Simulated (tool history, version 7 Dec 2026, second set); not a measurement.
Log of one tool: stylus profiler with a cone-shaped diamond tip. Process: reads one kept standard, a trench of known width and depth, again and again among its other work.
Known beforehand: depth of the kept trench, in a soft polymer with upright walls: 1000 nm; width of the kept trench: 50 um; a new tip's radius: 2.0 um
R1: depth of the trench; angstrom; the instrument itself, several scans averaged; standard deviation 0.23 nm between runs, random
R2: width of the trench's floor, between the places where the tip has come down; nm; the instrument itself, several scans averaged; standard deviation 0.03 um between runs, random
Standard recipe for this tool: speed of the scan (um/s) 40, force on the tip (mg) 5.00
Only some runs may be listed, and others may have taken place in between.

Run 1, hour 0.0: usual settings. Result: R1 10122.8 angstrom, R2 45750 nm.
Run 2, hour 77.8: usual settings but force on the tip (mg) 2.46. Result: R1 10080.0 angstrom, R2 45660 nm.
Run 3, hour 198.8: usual settings but force on the tip (mg) 2.46. Result: R1 10085.2 angstrom, R2 45640 nm.
Run 4, hour 307.7: usual settings. Result: R1 10110.6 angstrom, R2 45590 nm.
Run 5, hour 403.3: usual settings. Result: R1 10107.3 angstrom, R2 45570 nm.
Run 6, hour 512.6: usual settings. Result: R1 10111.6 angstrom, R2 45550 nm.
Run 7, hour 581.7: usual settings. Result: R1 10108.8 angstrom, R2 45510 nm.
Run 8, hour 663.9: usual settings. Result: R1 10114.5 angstrom, R2 45460 nm.
Run 9, hour 742.8: usual settings. Result: R1 10110.5 angstrom, R2 45480 nm.
Run 10, hour 817.1: usual settings but force on the tip (mg) 7.07. Result: R1 10141.8 angstrom, R2 45450 nm.
Run 11, hour 874.1: usual settings but force on the tip (mg) 7.07. Result: R1 10141.2 angstrom, R2 45460 nm.
Run 12, hour 946.8: usual settings but speed of the scan (um/s) 73, force on the tip (mg) 7.07. Result: R1 10147.2 angstrom, R2 45280 nm.
Run 13, hour 1032.5: usual settings but speed of the scan (um/s) 73, force on the tip (mg) 7.07. Result: R1 10147.8 angstrom, R2 45330 nm.
Run 14, hour 1159.9: usual settings but speed of the scan (um/s) 73, force on the tip (mg) 7.07. Result: R1 10147.6 angstrom, R2 45240 nm.
Run 15, hour 1223.7: usual settings but speed of the scan (um/s) 73, force on the tip (mg) 3.50. Result: R1 10099.4 angstrom, R2 45130 nm.
Run 16, hour 1315.0: usual settings but speed of the scan (um/s) 41. Result: R1 10127.5 angstrom, R2 45250 nm.
Run 17, hour 1382.0: usual settings but speed of the scan (um/s) 41. Result: R1 10123.3 angstrom, R2 45210 nm.
Run 18, hour 1487.2: usual settings but speed of the scan (um/s) 41. Result: R1 10123.0 angstrom, R2 45230 nm.
Run 19, hour 1548.8: usual settings but speed of the scan (um/s) 27. Result: R1 10128.0 angstrom, R2 45220 nm.
Run 20, hour 1684.4: usual settings but speed of the scan (um/s) 27. Result: R1 10108.9 angstrom, R2 46370 nm.
Run 21, hour 1789.2: usual settings but speed of the scan (um/s) 27. Result: R1 10109.1 angstrom, R2 46310 nm.
Run 22, hour 1892.2: usual settings but speed of the scan (um/s) 27. Result: R1 10113.8 angstrom, R2 46270 nm.
Run 23, hour 1991.5: usual settings but speed of the scan (um/s) 80, force on the tip (mg) 4.17. Result: R1 10100.3 angstrom, R2 46040 nm.
Run 24, hour 2065.3: usual settings but force on the tip (mg) 1.86. Result: R1 10060.9 angstrom, R2 46080 nm.
Run 25, hour 2129.6: usual settings but speed of the scan (um/s) 75, force on the tip (mg) 2.34. Result: R1 10074.1 angstrom, R2 45870 nm.
Run 26, hour 2236.3: usual settings but force on the tip (mg) 5.14. Result: R1 10119.7 angstrom, R2 46080 nm.
Run 27, hour 2364.5: usual settings but speed of the scan (um/s) 146, force on the tip (mg) 10.76. Result: R1 10189.0 angstrom, R2 45760 nm.
Run 28, hour 2438.0: usual settings but speed of the scan (um/s) 14, force on the tip (mg) 10.76. Result: R1 10187.9 angstrom, R2 46130 nm.
Run 29, hour 2536.0: usual settings but speed of the scan (um/s) 92, force on the tip (mg) 2.34. Result: R1 10081.3 angstrom, R2 45610 nm.
Run 30, hour 2624.9: usual settings but speed of the scan (um/s) 92, force on the tip (mg) 2.34. Result: R1 10077.5 angstrom, R2 45550 nm.
Run 31, hour 2688.7: usual settings but speed of the scan (um/s) 27, force on the tip (mg) 9.16. Result: R1 10180.1 angstrom, R2 45880 nm.
Run 32, hour 2755.2: usual settings but speed of the scan (um/s) 32, force on the tip (mg) 5.50. Result: R1 10131.3 angstrom, R2 45850 nm.
Run 33, hour 2847.0: usual settings but speed of the scan (um/s) 19, force on the tip (mg) 2.57. Result: R1 10084.0 angstrom, R2 45800 nm.
Run 34, hour 2958.8: usual settings but speed of the scan (um/s) 43, force on the tip (mg) 1.89. Result: R1 10074.9 angstrom, R2 45630 nm.
Run 35, hour 3037.2: usual settings but speed of the scan (um/s) 43, force on the tip (mg) 1.89. Result: R1 10077.0 angstrom, R2 45650 nm.
Run 36, hour 3107.0: usual settings but speed of the scan (um/s) 103, force on the tip (mg) 3.71. Result: R1 10113.6 angstrom, R2 45500 nm.
Run 37, hour 3200.4: usual settings but speed of the scan (um/s) 103, force on the tip (mg) 3.71. Result: R1 10089.4 angstrom, R2 45360 nm.
Run 38, hour 3312.7: usual settings but speed of the scan (um/s) 85, force on the tip (mg) 9.05. Result: R1 10159.3 angstrom, R2 45520 nm.
Run 39, hour 3378.3: usual settings but speed of the scan (um/s) 85, force on the tip (mg) 9.05. Result: R1 10158.9 angstrom, R2 45510 nm.
Run 40, hour 3435.9: usual settings but speed of the scan (um/s) 157, force on the tip (mg) 9.05. Result: R1 10164.6 angstrom, R2 45360 nm.
Run 41, hour 3516.3: usual settings but force on the tip (mg) 2.29. Result: R1 10064.4 angstrom, R2 45450 nm.
Run 42, hour 3608.2: usual settings but force on the tip (mg) 12.57. Result: R1 10203.8 angstrom, R2 45550 nm.
Run 43, hour 3734.4: usual settings but speed of the scan (um/s) 20, force on the tip (mg) 9.64. Result: R1 10174.0 angstrom, R2 45490 nm.
Run 44, hour 3796.3: usual settings but speed of the scan (um/s) 149, force on the tip (mg) 9.64. Result: R1 10171.2 angstrom, R2 45190 nm.

The log once held 3 entries between its listed runs, left out of this copy. Where does each go, and what is different about the tool's unlogged condition between the listed run before it and the listed run after it?
Runs 3 to 4: height scale calibrated on a step standard (hour 277.0)
  radius of the tip, um: 2.69 -> 2.74; height scale over the true one, %: 0.186 -> 0.008
  what was measured, less what the result would be without the hidden state, R1: +18.8 -> +0.8 angstrom; R2: -720 -> -770 nm
Runs 19 to 20: new tip fitted, height scale calibrated (hour 1674.7)
  radius of the tip, um: 3.26 -> 2.07; height scale over the true one, %: 0.201 -> 0.019
  what was measured, less what the result would be without the hidden state, R1: +20.4 -> +1.9 angstrom; R2: -1230 -> -80 nm
Runs 36 to 37: height scale calibrated on a step standard (hour 3157.6)
  radius of the tip, um: 2.67 -> 2.71; height scale over the true one, %: 0.232 -> -0.009
  what was measured, less what the result would be without the hidden state, R1: +23.4 -> -0.8 angstrom; R2: -710 -> -740 nm
